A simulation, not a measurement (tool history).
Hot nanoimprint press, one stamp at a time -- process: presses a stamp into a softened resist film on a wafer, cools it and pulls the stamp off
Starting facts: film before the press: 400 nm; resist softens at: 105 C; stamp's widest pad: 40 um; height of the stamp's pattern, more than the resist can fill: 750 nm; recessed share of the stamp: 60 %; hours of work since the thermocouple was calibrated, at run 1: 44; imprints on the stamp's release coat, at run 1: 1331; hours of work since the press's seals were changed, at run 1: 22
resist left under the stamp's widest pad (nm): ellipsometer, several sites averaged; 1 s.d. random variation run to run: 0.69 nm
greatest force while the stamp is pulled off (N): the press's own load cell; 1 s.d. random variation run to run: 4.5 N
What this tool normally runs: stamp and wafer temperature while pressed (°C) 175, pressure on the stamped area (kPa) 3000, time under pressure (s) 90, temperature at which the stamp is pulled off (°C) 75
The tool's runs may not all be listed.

run   hour  stamp and wafer temperature while pressed (°C)  pressure on the stamped area (kPa)  time under pressure (s)  temperature at which the stamp is pulled off (°C)  hours of work since the thermocouple was calibrated  imprints on the stamp's release coat  hours of work since the press's seals were changed  resist left under the stamp's widest pad (nm)  greatest force while the stamp is pulled off (N)
  1    0.0                                             175                                3000                       90                                                 75                                                   44                                  1331                                                  22                                          191.4                                               222
  2   24.4                                             175                                3000                       93                                                 75                                                   56                                  1412                                                  34                                          187.0                                               226
  3   51.1                                             175                                3000                      103                                                 75                                                   70                                  1500                                                  48                                          179.8                                               221
  4   66.5                                             175                                3000                      103                                                 75                                                   78                                  1551                                                  55                                          178.0                                               223
  5   78.7                                             175                                3000                      103                                                 75                                                   84                                  1591                                                  62                                          179.8                                               213
  6   94.7                                             175                                3000                      103                                                 75                                                   92                                  1644                                                  70                                          178.5                                               222
  7  120.8                                             175                                3000                      103                                                 75                                                  105                                  1731                                                  83                                          179.1                                               225
  8  132.6                                             163                                2700                      118                                                 68                                                  111                                  1770                                                  89                                          286.1                                               235
  9  156.6                                             173                                2700                      158                                                 68                                                  124                                  1849                                                 101                                          173.5                                               243
 10  180.9                                             181                                4600                       59                                                 67                                                  136                                  1930                                                 113                                          140.7                                               247
 11  205.0                                             181                                4600                       59                                                 67                                                  148                                  2009                                                 126                                          140.6                                               248
     226.8  -- stamp cleaned and given a new release coat
 12  229.9                                             181                                4600                       59                                                 67                                                  158                                    10                                                 135                                          140.5                                               235
 13  242.1                                             181                                4600                       59                                                 67                                                  164                                    50                                                 142                                          140.2                                               247
 14  257.9                                             181                                4600                       59                                                 67                                                  172                                   103                                                 150                                          140.7                                               249

Pick out some run-to-run changes in resist left under the stamp's widest pad (nm). Of each, how much would a tool without hidden state show as well, from the settings, what came in and chance, and how much is left for the hidden state and any gauge scatter not in both results compared?
Hidden state at play: true temperature over the reading, C; pressure that arrives at the usual setting, %; grip of the stamp's worn release coat, % over a new coat's; drift of the gauge itself on residual_nm, %; drift of the gauge itself on pull_off_n, %.
Run 7 -> 8: stamp and wafer temperature while pressed (°C) 175 -> 163, pressure on the stamped area (kPa) 3000 -> 2700, time under pressure (s) 103 -> 118, temperature at which the stamp is pulled off (°C) 75 -> 68. resist left under the stamp's widest pad (nm) +107.0: hidden state -0.6, all else +107.6.
Run 8 -> 9: stamp and wafer temperature while pressed (°C) 163 -> 173, time under pressure (s) 118 -> 158. resist left under the stamp's widest pad (nm) -112.6: hidden state +0.4, all else -113.0.
